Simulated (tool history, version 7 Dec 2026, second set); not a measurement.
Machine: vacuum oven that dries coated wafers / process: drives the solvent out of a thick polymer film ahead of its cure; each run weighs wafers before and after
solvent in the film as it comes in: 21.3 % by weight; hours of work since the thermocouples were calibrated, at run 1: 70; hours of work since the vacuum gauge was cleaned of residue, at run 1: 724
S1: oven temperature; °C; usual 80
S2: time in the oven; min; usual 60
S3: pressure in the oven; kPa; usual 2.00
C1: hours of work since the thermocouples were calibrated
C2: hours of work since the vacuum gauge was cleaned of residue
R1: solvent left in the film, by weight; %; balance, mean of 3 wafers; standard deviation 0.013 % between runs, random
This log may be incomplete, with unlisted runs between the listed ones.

{"run": 1, "hour": 0.0, "S1": 80, "S2": 60, "S3": 2.0, "C1": 70, "C2": 724, "R1": 2.33}
{"run": 2, "hour": 38.4, "S1": 80, "S2": 60, "S3": 2.0, "C1": 86, "C2": 741, "R1": 2.35}
{"run": 3, "hour": 66.9, "S1": 80, "S2": 60, "S3": 2.0, "C1": 99, "C2": 754, "R1": 2.33}
{"run": 4, "hour": 98.7, "S1": 80, "S2": 35, "S3": 2.0, "C1": 113, "C2": 768, "R1": 4.3}
{"run": 5, "hour": 128.2, "S1": 80, "S2": 35, "S3": 2.0, "C1": 126, "C2": 780, "R1": 4.28}
{"run": 6, "hour": 173.3, "S1": 91, "S2": 60, "S3": 2.0, "C1": 146, "C2": 800, "R1": 1.12}
{"run": 7, "hour": 218.8, "S1": 91, "S2": 60, "S3": 2.0, "C1": 166, "C2": 820, "R1": 1.15}
{"run": 8, "hour": 256.8, "S1": 91, "S2": 89, "S3": 2.0, "C1": 182, "C2": 837, "R1": 1.03}
{"run": 9, "hour": 285.4, "S1": 80, "S2": 95, "S3": 2.0, "C1": 195, "C2": 849, "R1": 1.69}
{"run": 10, "hour": 311.7, "S1": 80, "S2": 69, "S3": 2.0, "C1": 206, "C2": 861, "R1": 2.04}
{"run": 11, "hour": 342.1, "S1": 80, "S2": 39, "S3": 2.0, "C1": 220, "C2": 874, "R1": 3.77}
{"run": 12, "hour": 376.1, "S1": 80, "S2": 39, "S3": 2.0, "C1": 235, "C2": 889, "R1": 3.76}
{"run": 13, "hour": 406.5, "S1": 80, "S2": 39, "S3": 2.0, "C1": 248, "C2": 903, "R1": 3.75}
{"hour": 410.7, "done": "oven's thermocouples calibrated"}
{"run": 14, "hour": 441.9, "S1": 80, "S2": 39, "S3": 2.0, "C1": 14, "C2": 917, "R1": 3.71}
{"run": 15, "hour": 469.0, "S1": 80, "S2": 39, "S3": 2.0, "C1": 26, "C2": 929, "R1": 3.73}
{"run": 16, "hour": 498.0, "S1": 80, "S2": 39, "S3": 2.0, "C1": 38, "C2": 942, "R1": 3.69}
{"run": 17, "hour": 533.0, "S1": 87, "S2": 51, "S3": 1.99, "C1": 54, "C2": 957, "R1": 1.64}
{"run": 18, "hour": 567.1, "S1": 80, "S2": 31, "S3": 2.88, "C1": 69, "C2": 972, "R1": 5.33}
{"run": 19, "hour": 603.5, "S1": 71, "S2": 80, "S3": 4.6, "C1": 85, "C2": 988, "R1": 5.76}
{"run": 20, "hour": 640.8, "S1": 75, "S2": 103, "S3": 2.12, "C1": 101, "C2": 1005, "R1": 2.23}
{"run": 21, "hour": 661.1, "S1": 75, "S2": 103, "S3": 2.12, "C1": 110, "C2": 1013, "R1": 2.24}
{"hour": 679.0, "done": "oven's thermocouples calibrated, once more"}
{"run": 22, "hour": 691.9, "S1": 73, "S2": 38, "S3": 1.38, "C1": 6, "C2": 1026, "R1": 5.61}
{"run": 23, "hour": 738.0, "S1": 73, "S2": 56, "S3": 1.38, "C1": 26, "C2": 1046, "R1": 3.64}
{"run": 24, "hour": 774.4, "S1": 80, "S2": 60, "S3": 5.99, "C1": 42, "C2": 1062, "R1": 5.2}
{"run": 25, "hour": 813.4, "S1": 80, "S2": 60, "S3": 5.99, "C1": 59, "C2": 1079, "R1": 5.22}
{"run": 26, "hour": 853.4, "S1": 69, "S2": 48, "S3": 4.61, "C1": 77, "C2": 1097, "R1": 8.5}
{"run": 27, "hour": 883.6, "S1": 69, "S2": 48, "S3": 4.61, "C1": 90, "C2": 1110, "R1": 8.54}
{"run": 28, "hour": 932.9, "S1": 69, "S2": 76, "S3": 6.36, "C1": 111, "C2": 1132, "R1": 8.62}
{"run": 29, "hour": 954.9, "S1": 69, "S2": 76, "S3": 6.36, "C1": 121, "C2": 1142, "R1": 8.66}
{"run": 30, "hour": 992.6, "S1": 69, "S2": 70, "S3": 6.48, "C1": 138, "C2": 1158, "R1": 8.99}
{"run": 31, "hour": 1021.7, "S1": 69, "S2": 70, "S3": 4.43, "C1": 150, "C2": 1171, "R1": 6.86}

3 options for the next run, each taken on its own from the tool as it stands now. Forecast them:
{"run": "A", "hour": 1071.5, "S1": 94, "S2": 60, "S3": 2.0, "C1": 172, "C2": 1193, "R1": "?"}
{"run": "B", "hour": 1071.5, "S1": 93, "S2": 60, "S3": 2.0, "C1": 172, "C2": 1193, "R1": "?"}
{"run": "C", "hour": 1071.5, "S1": 83, "S2": 70, "S3": 1.6, "C1": 172, "C2": 1193, "R1": "?"}

run=A R1=1.03
run=B R1=1.07
run=C R1=1.47
The same runs, with their run-to-run variation unchanged, on a tool lacking any hidden condition would have given:
run=A R1=0.94
run=B R1=0.98
run=C R1=1.34

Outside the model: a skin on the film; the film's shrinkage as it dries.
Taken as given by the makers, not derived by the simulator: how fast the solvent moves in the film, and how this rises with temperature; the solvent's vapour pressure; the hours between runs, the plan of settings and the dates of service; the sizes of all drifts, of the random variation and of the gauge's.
